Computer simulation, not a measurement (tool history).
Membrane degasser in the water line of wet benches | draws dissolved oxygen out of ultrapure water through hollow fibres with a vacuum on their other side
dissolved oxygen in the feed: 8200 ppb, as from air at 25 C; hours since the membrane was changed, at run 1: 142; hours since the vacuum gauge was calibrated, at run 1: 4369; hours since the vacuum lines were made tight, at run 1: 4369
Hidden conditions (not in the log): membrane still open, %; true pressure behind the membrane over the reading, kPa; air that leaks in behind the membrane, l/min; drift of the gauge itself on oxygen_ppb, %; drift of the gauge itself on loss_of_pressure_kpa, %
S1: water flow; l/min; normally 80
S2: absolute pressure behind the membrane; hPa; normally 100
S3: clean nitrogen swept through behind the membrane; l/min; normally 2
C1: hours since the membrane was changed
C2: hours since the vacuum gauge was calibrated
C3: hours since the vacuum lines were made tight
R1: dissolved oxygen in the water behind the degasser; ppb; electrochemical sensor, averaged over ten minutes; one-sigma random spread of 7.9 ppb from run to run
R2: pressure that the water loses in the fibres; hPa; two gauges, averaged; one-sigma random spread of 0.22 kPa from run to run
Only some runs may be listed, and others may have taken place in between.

run   hour  S1   S2  S3   C1    C2    C3      R1     R2
  1    0.0  80  100   2  142  4369  4369   824.7  517.8
  2   53.4  80  100   2  195  4422  4422   834.3  521.2
  3  135.2  80  100   2  277  4504  4504   829.2  518.9
  4  213.7  80   73   2  355  4582  4582   648.9  518.3
  5  272.7  80   84   2  414  4641  4641   719.4  517.0
  6  327.6  80   84   2  469  4696  4696   733.7  521.2
  7  415.2  80   84   2  557  4784  4784   732.9  519.2
  8  479.9  80   84   2  622  4849  4849   731.5  520.5
  9  560.2  80   84   2  702  4929  4929   737.3  521.4
 10  631.9  80   84   2  774  5001  5001   731.3  519.4
 11  687.5  80  187   2  829  5056  5056  1377.5  521.4

Run 12, settings as shown, results not yet in. Your forecast:
 12  762.8  80  187   2  904  5132  5132   ?   ?

{"run 12": {"R1": 1418.9, "R2": 520.8}}
With the hidden condition absent and the run-to-run variation left alone, this run would have shown R1 1385.0 ppb, R2 514.9 hPa.
